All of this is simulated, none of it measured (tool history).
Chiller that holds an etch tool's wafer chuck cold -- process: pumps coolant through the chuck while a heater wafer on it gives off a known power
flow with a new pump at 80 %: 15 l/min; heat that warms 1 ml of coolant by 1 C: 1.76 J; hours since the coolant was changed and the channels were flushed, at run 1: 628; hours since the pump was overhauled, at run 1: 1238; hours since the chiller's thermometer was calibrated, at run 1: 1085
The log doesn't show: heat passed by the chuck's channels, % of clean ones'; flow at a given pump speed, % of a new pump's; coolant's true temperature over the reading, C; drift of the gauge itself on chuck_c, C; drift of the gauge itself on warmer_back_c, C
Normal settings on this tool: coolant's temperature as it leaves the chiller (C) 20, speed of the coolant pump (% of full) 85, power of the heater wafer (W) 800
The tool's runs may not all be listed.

run	hour	coolant's temperature as it leaves the chiller (C)	speed of the coolant pump (% of full)	power of the heater wafer (W)	hours since the coolant was changed and the channels were flushed	hours since the pump was overhauled	hours since the chiller's thermometer was calibrated	chuck's temperature once it has settled (C)	how much warmer the coolant comes back (C)
1	0	20	85	800	628	1238	1085	25.56	1.7
2	56.7	20	85	800	685	1295	1142	25.35	1.7
3	125.5	20	85	800	754	1363	1211	25.61	1.71
4	213	20	85	800	841	1451	1299	25.63	1.7
5	285.8	20	85	800	914	1524	1371	25.48	1.7
6	396.6	20	61	800	1025	1635	1482	27.2	2.5
7	465	20	85	800	1093	1703	1550	25.41	1.7
8	557.5	20	85	800	1186	1795	1643	25.47	1.72
9	603.5	20	62	800	1232	1841	1689	27.06	2.44
10	684.3	20	62	800	1313	1922	1770	27.03	2.45
11	794.9	20	62	800	1423	2033	1880	27.16	2.47
12	875	20	85	800	1503	2113	1960	25.51	1.71
13	924.4	20	85	800	1553	2162	2010	25.52	1.73
14	1005.1	20	85	800	1633	2243	2091	25.58	1.7
15	1064.4	20	85	800	1693	2302	2150	25.53	1.72
16	1115.1	20	85	800	1743	2353	2201	25.63	1.71
17	1210.4	20	85	800	1839	2448	2296	25.57	1.71
18	1309.9	20	80	577	1938	2548	2395	24.13	1.34
19	1358.4	11	85	800	1987	2596	2444	16.52	1.73
20	1429.8	11	85	800	2058	2668	2515	16.57	1.7
21	1520.6	11	85	800	2149	2758	2606	16.45	1.73
22	1574.5	11	63	883	2203	2812	2660	18.91	2.68
23	1647	11	63	883	2275	2885	2732	18.74	2.68
24	1748	11	63	883	2376	2986	2833	18.62	2.67
25	1810.9	11	63	883	2439	3049	2896	18.69	2.69
26	1861.1	20	69	775	2489	3099	2947	26.33	2.11
27	1935	20	69	775	2563	3173	3020	26.4	2.12
28	2038.9	20	69	775	2667	3277	3124	26.42	2.15
29	2109.9	20	69	775	2738	3348	3195	26.42	2.12
# hour 2212.7: chiller's thermometer calibrated
30	2218.1	27	83	464	2845	3455	5	30.5	1.03
31	2268.1	27	83	464	2895	3505	55	30.38	1.04
32	2326.2	11	92	893	2954	3563	114	17.01	1.76
33	2416	11	92	893	3043	3653	203	17.29	1.76

What differs in the tool's unlogged condition from the final listed run ahead of each entry between runs to the first listed run following it?
Between runs 29 and 30: chiller's thermometer calibrated (hour 2212.7)
  heat passed by the chuck's channels, % of clean ones': 95.9 -> 95.8; flow at a given pump speed, % of a new pump's: 98 -> 97.9; coolant's true temperature over the reading, C: -0.22 -> 0.06
  measured less the result without the state, chuck's temperature once it has settled (C): +0.08 -> +0.22; how much warmer the coolant comes back (C): +0.04 -> +0.02

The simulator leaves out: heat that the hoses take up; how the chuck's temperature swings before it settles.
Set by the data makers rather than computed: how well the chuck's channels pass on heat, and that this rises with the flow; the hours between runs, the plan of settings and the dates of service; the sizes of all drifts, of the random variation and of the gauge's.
